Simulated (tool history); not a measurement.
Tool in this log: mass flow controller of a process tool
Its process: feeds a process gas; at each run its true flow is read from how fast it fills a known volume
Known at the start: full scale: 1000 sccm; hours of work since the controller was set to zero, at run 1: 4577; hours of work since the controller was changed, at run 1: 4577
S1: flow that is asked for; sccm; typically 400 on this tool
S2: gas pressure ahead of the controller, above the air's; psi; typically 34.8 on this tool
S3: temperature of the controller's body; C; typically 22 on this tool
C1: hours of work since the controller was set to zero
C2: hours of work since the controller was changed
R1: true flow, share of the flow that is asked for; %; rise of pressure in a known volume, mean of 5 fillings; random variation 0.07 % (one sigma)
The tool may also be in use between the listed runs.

run 1 hour=0 | S1=400 S2=34.8 S3=22 | C1=4577 C2=4577 | R1=97.95
run 2 hour=156.1 | S1=400 S2=34.8 S3=36 | C1=4688 C2=4688 | R1=98.57
run 3 hour=294.4 | S1=400 S2=34.8 S3=36 | C1=4786 C2=4786 | R1=98.68
run 4 hour=421.3 | S1=400 S2=39 S3=22 | C1=4876 C2=4876 | R1=98.18
-- hour=436.9 controller's zero set anew
run 5 hour=551 | S1=400 S2=39 S3=22 | C1=81 C2=4968 | R1=98.4
run 6 hour=707 | S1=400 S2=39 S3=22 | C1=192 C2=5078 | R1=98.48
run 7 hour=826.5 | S1=400 S2=39 S3=22 | C1=277 C2=5163 | R1=98.7
run 8 hour=910 | S1=400 S2=34.8 S3=38 | C1=336 C2=5223 | R1=99.32
run 9 hour=1072.9 | S1=400 S2=34.8 S3=27 | C1=451 C2=5338 | R1=99.12
run 10 hour=1159.7 | S1=400 S2=34.8 S3=27 | C1=513 C2=5400 | R1=99.29
run 11 hour=1292.2 | S1=400 S2=34.8 S3=39 | C1=607 C2=5494 | R1=99.71
run 12 hour=1382.1 | S1=400 S2=34.8 S3=39 | C1=671 C2=5558 | R1=99.78
run 13 hour=1466.3 | S1=400 S2=34.8 S3=39 | C1=731 C2=5617 | R1=99.87
run 14 hour=1604 | S1=400 S2=34.8 S3=39 | C1=828 C2=5715 | R1=99.92
run 15 hour=1721.8 | S1=400 S2=34.8 S3=22 | C1=912 C2=5799 | R1=99.55
run 16 hour=1862.3 | S1=400 S2=34.8 S3=22 | C1=1012 C2=5898 | R1=99.78
run 17 hour=1957 | S1=400 S2=34.8 S3=22 | C1=1079 C2=5966 | R1=99.81
run 18 hour=2106.4 | S1=400 S2=34.8 S3=22 | C1=1185 C2=6072 | R1=99.87
run 19 hour=2259.7 | S1=400 S2=32.9 S3=22 | C1=1294 C2=6181 | R1=100.3
run 20 hour=2422.4 | S1=400 S2=34.8 S3=22 | C1=1409 C2=6296 | R1=100.25
run 21 hour=2550.4 | S1=400 S2=34.8 S3=22 | C1=1500 C2=6387 | R1=100.45
run 22 hour=2698.1 | S1=400 S2=34.8 S3=22 | C1=1605 C2=6492 | R1=100.59
run 23 hour=2801.6 | S1=400 S2=34.8 S3=22 | C1=1679 C2=6565 | R1=100.64
-- hour=2834.8 gauge calibrated
run 24 hour=2921.1 | S1=400 S2=34.8 S3=22 | C1=1763 C2=6650 | R1=98.19
run 25 hour=3071.9 | S1=400 S2=34.8 S3=22 | C1=1870 C2=6757 | R1=98.17
run 26 hour=3141.5 | S1=320 S2=28.9 S3=27 | C1=1920 C2=6807 | R1=98.44
run 27 hour=3245 | S1=320 S2=28.9 S3=27 | C1=1993 C2=6880 | R1=98.64
run 28 hour=3381.7 | S1=101 S2=21.8 S3=31 | C1=2090 C2=6977 | R1=98.45
run 29 hour=3511.6 | S1=433 S2=29.9 S3=24 | C1=2183 C2=7069 | R1=99.06
run 30 hour=3600.5 | S1=433 S2=29.9 S3=24 | C1=2246 C2=7132 | R1=99.01
run 31 hour=3730.2 | S1=267 S2=33.6 S3=22 | C1=2338 C2=7224 | R1=98.43
run 32 hour=3840.2 | S1=125 S2=34.8 S3=25 | C1=2416 C2=7303 | R1=98.21
run 33 hour=3953.5 | S1=145 S2=22 S3=38 | C1=2496 C2=7383 | R1=99.39
run 34 hour=4077.6 | S1=145 S2=22 S3=38 | C1=2584 C2=7471 | R1=99.55
run 35 hour=4193.4 | S1=145 S2=22 S3=38 | C1=2667 C2=7553 | R1=99.68
run 36 hour=4274 | S1=145 S2=22 S3=38 | C1=2724 C2=7610 | R1=99.68
run 37 hour=4392.5 | S1=232 S2=34.4 S3=24 | C1=2808 C2=7695 | R1=99.2
run 38 hour=4494.5 | S1=157 S2=34.8 S3=22 | C1=2880 C2=7767 | R1=98.76
run 39 hour=4600.9 | S1=400 S2=34.1 S3=22 | C1=2956 C2=7842 | R1=99.7
run 40 hour=4710.7 | S1=257 S2=29.7 S3=39 | C1=3034 C2=7920 | R1=100.19
run 41 hour=4856 | S1=584 S2=30.2 S3=22 | C1=3137 C2=8024 | R1=100.5
run 42 hour=4921.8 | S1=746 S2=34.8 S3=26 | C1=3184 C2=8070 | R1=101.13
run 43 hour=5035.5 | S1=746 S2=28.6 S3=29 | C1=3264 C2=8151 | R1=101.41

4 ways to go on from here, each from the tool as it stands after run 43. What would each give?
run A hour=5128.6 | S1=746 S2=27.6 S3=29 | C1=3330 C2=8217 | R1=?
run B hour=5128.6 | S1=400 S2=34.8 S3=36 | C1=3330 C2=8217 | R1=?
run C hour=5128.6 | S1=869 S2=25.5 S3=22 | C1=3330 C2=8217 | R1=?
run D hour=5128.6 | S1=746 S2=29.6 S3=27 | C1=3330 C2=8217 | R1=?

run=A R1=101.63
run=B R1=100.56
run=C R1=101.91
run=D R1=101.56
Had the tool no hidden state, the same runs would have come out as:
run=A R1=99.47
run=B R1=98.42
run=C R1=99.74
run=D R1=99.4
